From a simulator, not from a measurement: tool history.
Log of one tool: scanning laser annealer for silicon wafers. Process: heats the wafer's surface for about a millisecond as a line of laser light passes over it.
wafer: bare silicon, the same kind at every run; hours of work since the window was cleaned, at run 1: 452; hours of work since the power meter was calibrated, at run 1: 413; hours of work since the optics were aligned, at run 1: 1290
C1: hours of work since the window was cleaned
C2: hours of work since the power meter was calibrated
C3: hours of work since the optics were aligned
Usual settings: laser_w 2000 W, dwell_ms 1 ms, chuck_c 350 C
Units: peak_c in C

run 1 day=0 | laser_w=2000 dwell_ms=1 chuck_c=350 | C1=452 C2=413 C3=1290 | peak_c=1060
run 2 day=1.133 | laser_w=2000 dwell_ms=0.72 chuck_c=350 | C1=463 C2=424 C3=1301 | peak_c=933
run 3 day=2.529 | laser_w=2000 dwell_ms=0.72 chuck_c=350 | C1=477 C2=438 C3=1315 | peak_c=935
run 4 day=3.804 | laser_w=2000 dwell_ms=0.72 chuck_c=350 | C1=489 C2=451 C3=1327 | peak_c=935
run 5 day=4.6 | laser_w=2000 dwell_ms=1 chuck_c=369 | C1=497 C2=458 C3=1335 | peak_c=1075
run 6 day=5.583 | laser_w=2000 dwell_ms=1 chuck_c=369 | C1=507 C2=468 C3=1345 | peak_c=1073
run 7 day=6.929 | laser_w=2000 dwell_ms=1 chuck_c=369 | C1=520 C2=481 C3=1358 | peak_c=1072
run 8 day=7.554 | laser_w=2000 dwell_ms=1 chuck_c=369 | C1=527 C2=488 C3=1364 | peak_c=1074
run 9 day=8.996 | laser_w=2000 dwell_ms=1 chuck_c=369 | C1=541 C2=502 C3=1379 | peak_c=1072
run 10 day=9.588 | laser_w=2000 dwell_ms=1 chuck_c=350 | C1=547 C2=508 C3=1384 | peak_c=1048
run 11 day=10.492 | laser_w=2000 dwell_ms=1.18 chuck_c=350 | C1=556 C2=517 C3=1393 | peak_c=1119
-- day=11.2 optics aligned, line set to its width
run 12 day=11.442 | laser_w=2000 dwell_ms=1.18 chuck_c=350 | C1=563 C2=524 C3=2 | peak_c=1142
run 13 day=12.175 | laser_w=2000 dwell_ms=1.18 chuck_c=350 | C1=570 C2=531 C3=10 | peak_c=1139
run 14 day=12.938 | laser_w=2000 dwell_ms=1.18 chuck_c=350 | C1=578 C2=539 C3=17 | peak_c=1138
run 15 day=13.817 | laser_w=2000 dwell_ms=0.97 chuck_c=338 | C1=586 C2=548 C3=26 | peak_c=1045
-- day=14.371 window over the wafer cleaned
run 16 day=14.496 | laser_w=2000 dwell_ms=0.98 chuck_c=350 | C1=1 C2=553 C3=32 | peak_c=1089
run 17 day=15.5 | laser_w=2000 dwell_ms=0.93 chuck_c=382 | C1=11 C2=563 C3=42 | peak_c=1099
run 18 day=16.721 | laser_w=2000 dwell_ms=0.93 chuck_c=382 | C1=23 C2=575 C3=54 | peak_c=1097
run 19 day=17.821 | laser_w=2000 dwell_ms=0.93 chuck_c=382 | C1=34 C2=586 C3=65 | peak_c=1096
run 20 day=18.754 | laser_w=2133 dwell_ms=1 chuck_c=347 | C1=43 C2=596 C3=74 | peak_c=1145
run 21 day=20.129 | laser_w=1898 dwell_ms=1 chuck_c=318 | C1=57 C2=609 C3=87 | peak_c=1018
run 22 day=21.238 | laser_w=2129 dwell_ms=0.72 chuck_c=350 | C1=68 C2=620 C3=98 | peak_c=1008
run 23 day=22.612 | laser_w=1717 dwell_ms=0.88 chuck_c=350 | C1=81 C2=634 C3=112 | peak_c=935
run 24 day=23.725 | laser_w=1724 dwell_ms=0.79 chuck_c=350 | C1=92 C2=645 C3=123 | peak_c=900
run 25 day=24.346 | laser_w=2115 dwell_ms=1.02 chuck_c=350 | C1=99 C2=651 C3=129 | peak_c=1148
run 26 day=25.288 | laser_w=2115 dwell_ms=1.02 chuck_c=350 | C1=108 C2=660 C3=138 | peak_c=1148
run 27 day=26.638 | laser_w=2162 dwell_ms=1.12 chuck_c=364 | C1=121 C2=673 C3=152 | peak_c=1227

Hidden state or all else? Some run-to-run changes of peak_c, split into what the settings, what came in and random variation would give without the hidden state, and what is left for the hidden state (with any gauge scatter that isn't in both results):
The hidden state here: light that passes the window, % of a clean one's; laser's true power over the reading, %; width of the line over the set one, %; drift of the gauge itself on peak_c, C.
Run 4 -> 5: dwell_ms 0.72 -> 1, chuck_c 350 -> 369. peak_c +140 C: hidden state -8, all else +148.
Run 11 -> 12: optics aligned, line set to its width. peak_c +23 C: hidden state +18, all else +5.
Run 15 -> 16: dwell_ms 0.97 -> 0.98, chuck_c 338 -> 350, window over the wafer cleaned. peak_c +44 C: hidden state +31, all else +13.
Run 24 -> 25: laser_w 1724 -> 2115, dwell_ms 0.79 -> 1.02. peak_c +248 C: hidden state -2, all else +250.

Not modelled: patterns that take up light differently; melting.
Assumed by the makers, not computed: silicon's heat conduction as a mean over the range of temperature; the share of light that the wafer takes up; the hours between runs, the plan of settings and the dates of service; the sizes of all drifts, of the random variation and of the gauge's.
